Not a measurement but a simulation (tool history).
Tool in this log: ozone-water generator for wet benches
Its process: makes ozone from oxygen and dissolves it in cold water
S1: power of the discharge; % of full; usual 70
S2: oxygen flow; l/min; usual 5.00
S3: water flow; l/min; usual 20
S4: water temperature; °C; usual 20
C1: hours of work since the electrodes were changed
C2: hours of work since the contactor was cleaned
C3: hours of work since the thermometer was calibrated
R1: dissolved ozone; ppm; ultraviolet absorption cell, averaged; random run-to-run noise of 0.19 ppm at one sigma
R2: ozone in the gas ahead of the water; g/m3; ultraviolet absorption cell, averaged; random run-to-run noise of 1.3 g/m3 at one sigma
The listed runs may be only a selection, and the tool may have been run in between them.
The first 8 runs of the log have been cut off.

{"run": 9, "day": 18.404, "S1": 70, "S2": 4.23, "S3": 20, "S4": 20, "C1": 2422, "C2": 3727, "C3": 3828, "R1": 25.1, "R2": 264.8}
{"run": 10, "day": 19.942, "S1": 70, "S2": 5.0, "S3": 20, "S4": 20, "C1": 2457, "C2": 3763, "C3": 3863, "R1": 24.3, "R2": 240.1}
{"run": 11, "day": 23.183, "S1": 70, "S2": 5.0, "S3": 20, "S4": 20, "C1": 2532, "C2": 3838, "C3": 3938, "R1": 24.5, "R2": 235.2}
{"run": 12, "day": 25.188, "S1": 61, "S2": 5.0, "S3": 20, "S4": 20, "C1": 2579, "C2": 3884, "C3": 3984, "R1": 21.8, "R2": 213.3}
{"run": 13, "day": 27.567, "S1": 61, "S2": 5.0, "S3": 20, "S4": 13, "C1": 2634, "C2": 3939, "C3": 4039, "R1": 24.5, "R2": 212.8}
{"run": 14, "day": 29.912, "S1": 70, "S2": 5.0, "S3": 20, "S4": 20, "C1": 2688, "C2": 3993, "C3": 4094, "R1": 24.4, "R2": 236.4}
{"run": 15, "day": 32.758, "S1": 70, "S2": 5.0, "S3": 20, "S4": 20, "C1": 2754, "C2": 4059, "C3": 4159, "R1": 24.7, "R2": 235.0}
{"run": 16, "day": 34.392, "S1": 70, "S2": 5.0, "S3": 20, "S4": 20, "C1": 2791, "C2": 4097, "C3": 4197, "R1": 24.8, "R2": 237.9}
{"run": 17, "day": 36.088, "S1": 70, "S2": 5.0, "S3": 20, "S4": 20, "C1": 2831, "C2": 4136, "C3": 4236, "R1": 24.7, "R2": 237.1}
{"run": 18, "day": 38.879, "S1": 63, "S2": 5.65, "S3": 20, "S4": 20, "C1": 2895, "C2": 4201, "C3": 4301, "R1": 22.2, "R2": 201.7}
{"run": 19, "day": 41.767, "S1": 100, "S2": 5.65, "S3": 15, "S4": 12, "C1": 2962, "C2": 4267, "C3": 4368, "R1": 44.4, "R2": 293.2}
{"run": 20, "day": 43.562, "S1": 89, "S2": 5.0, "S3": 20, "S4": 16, "C1": 3003, "C2": 4309, "C3": 4409, "R1": 31.2, "R2": 287.1}
{"run": 21, "day": 46.679, "S1": 70, "S2": 3.07, "S3": 30, "S4": 20, "C1": 3075, "C2": 4381, "C3": 4481, "R1": 17.7, "R2": 321.5}
{"run": 22, "day": 48.654, "S1": 41, "S2": 7.45, "S3": 20, "S4": 20, "C1": 3121, "C2": 4427, "C3": 4527, "R1": 15.3, "R2": 118.2}
{"run": 23, "day": 50.771, "S1": 70, "S2": 5.0, "S3": 20, "S4": 15, "C1": 3170, "C2": 4475, "C3": 4576, "R1": 26.2, "R2": 234.5}
{"run": 24, "day": 52.767, "S1": 95, "S2": 3.75, "S3": 17, "S4": 14, "C1": 3216, "C2": 4522, "C3": 4622, "R1": 38.2, "R2": 361.6}
{"run": 25, "day": 54.938, "S1": 95, "S2": 3.75, "S3": 17, "S4": 14, "C1": 3266, "C2": 4572, "C3": 4672, "R1": 38.3, "R2": 356.9}
{"run": 26, "day": 57.767, "S1": 74, "S2": 2.91, "S3": 22, "S4": 18, "C1": 3332, "C2": 4637, "C3": 4738, "R1": 24.0, "R2": 350.1}
{"run": 27, "day": 61.021, "S1": 74, "S2": 6.54, "S3": 22, "S4": 15, "C1": 3407, "C2": 4712, "C3": 4813, "R1": 25.0, "R2": 207.8}
{"run": 28, "day": 62.975, "S1": 70, "S2": 5.0, "S3": 15, "S4": 20, "C1": 3452, "C2": 4758, "C3": 4858, "R1": 29.5, "R2": 234.8}
{"run": 29, "day": 64.392, "S1": 70, "S2": 4.19, "S3": 22, "S4": 20, "C1": 3485, "C2": 4790, "C3": 4891, "R1": 22.9, "R2": 261.4}
{"day": 65.738, "done": "water thermometer calibrated"}
{"run": 30, "day": 66.662, "S1": 70, "S2": 4.19, "S3": 22, "S4": 20, "C1": 3537, "C2": 4842, "C3": 21, "R1": 23.1, "R2": 263.0}
{"run": 31, "day": 68.825, "S1": 70, "S2": 4.19, "S3": 22, "S4": 20, "C1": 3587, "C2": 4892, "C3": 71, "R1": 22.9, "R2": 263.3}
{"day": 71.2, "done": "contactor cleaned"}
{"run": 32, "day": 71.475, "S1": 75, "S2": 5.0, "S3": 20, "S4": 20, "C1": 3644, "C2": 6, "C3": 129, "R1": 26.2, "R2": 247.9}

Each row is a separate what-if for the run after 32, all from the same tool condition, not one after another. Results?
{"run": "A", "day": 73.483, "S1": 75, "S2": 8.98, "S3": 20, "S4": 20, "C1": 3691, "C2": 53, "C3": 175, "R1": "?", "R2": "?"}
{"run": "B", "day": 73.483, "S1": 48, "S2": 5.0, "S3": 20, "S4": 20, "C1": 3691, "C2": 53, "C3": 175, "R1": "?", "R2": "?"}
{"run": "C", "day": 73.483, "S1": 51, "S2": 2.83, "S3": 20, "S4": 20, "C1": 3691, "C2": 53, "C3": 175, "R1": "?", "R2": "?"}
{"run": "D", "day": 73.483, "S1": 75, "S2": 3.77, "S3": 16, "S4": 12, "C1": 3691, "C2": 53, "C3": 175, "R1": "?", "R2": "?"}
{"run": "E", "day": 73.483, "S1": 40, "S2": 5.0, "S3": 16, "S4": 19, "C1": 3691, "C2": 53, "C3": 175, "R1": "?", "R2": "?"}

run=A R1=23.7 R2=171.5
run=B R1=18.2 R2=171.7
run=C R1=19.4 R2=259.4
run=D R1=34.9 R2=294.4
run=E R1=18.8 R2=148.4
With no hidden state in the tool, these same runs would have given:
run=A R1=25.2 R2=181.7
run=B R1=18.9 R2=178.3
run=C R1=20.2 R2=270.2
run=D R1=37.0 R2=312.0
run=E R1=19.4 R2=152.9
